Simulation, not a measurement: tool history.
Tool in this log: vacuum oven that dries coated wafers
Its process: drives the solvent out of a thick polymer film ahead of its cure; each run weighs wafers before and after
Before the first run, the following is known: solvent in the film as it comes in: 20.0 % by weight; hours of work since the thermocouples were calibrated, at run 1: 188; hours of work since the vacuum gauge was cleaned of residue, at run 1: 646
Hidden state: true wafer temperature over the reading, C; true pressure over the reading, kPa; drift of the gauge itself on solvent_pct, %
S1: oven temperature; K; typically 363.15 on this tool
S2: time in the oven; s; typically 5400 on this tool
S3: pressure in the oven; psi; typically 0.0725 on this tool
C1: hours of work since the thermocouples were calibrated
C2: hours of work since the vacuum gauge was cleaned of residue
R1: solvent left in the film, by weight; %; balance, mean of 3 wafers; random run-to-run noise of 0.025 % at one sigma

Run 1, day 0: usual settings; C1 188; C2 646. Result: R1 2.96 %.
Run 2, day 1.483: usual settings; C1 208; C2 666. Result: R1 2.89 %.
Run 3, day 2.779: usual settings; C1 225; C2 682. Result: R1 2.9 %.
Run 4, day 4.446: usual settings; C1 246; C2 704. Result: R1 2.88 %.
Run 5, day 5.579: usual settings; C1 261; C2 719. Result: R1 2.89 %.
Run 6, day 6.292: usual settings but S2 3300 s; C1 270; C2 728. Result: R1 5.37 %.
Run 7, day 7.654: usual settings but S1 349.15 K, S2 6840 s, S3 0.0699 psi; C1 288; C2 746. Result: R1 7.32 %.
Run 8, day 8.658: usual settings but S1 349.15 K, S2 6840 s, S3 0.0699 psi; C1 301; C2 759. Result: R1 7.29 %.
Run 9, day 10.038: usual settings but S1 377.15 K, S2 4740 s; C1 319; C2 777. Result: R1 0.58 %.
Run 10, day 11.271: usual settings but S1 375.15 K, S2 7440 s, S3 0.106 psi; C1 335; C2 793. Result: R1 0.58 %.
Run 11, day 12.829: usual settings but S1 375.15 K, S2 6780 s, S3 0.2387 psi; C1 356; C2 814. Result: R1 1.15 %.

3 options for the next run, each taken on its own from the tool as it stands now. Forecast them:
Run A, day 13.554: usual settings but S2 3720 s; C1 365; C2 823. Result: R1 ?.
Run B, day 13.554: usual settings but S1 359.15 K, S2 3900 s, S3 0.1124 psi; C1 365; C2 823. Result: R1 ?.
Run C, day 13.554: usual settings but S1 357.15 K, S2 8520 s, S3 0.0384 psi; C1 365; C2 823. Result: R1 ?.

run    R1
  A  4.74
  B  6.21
  C  2.59
Take away the tool's hidden state, keep each run's random variation, and the runs would have read:
run    R1
  A  4.84
  B  6.32
  C  2.59
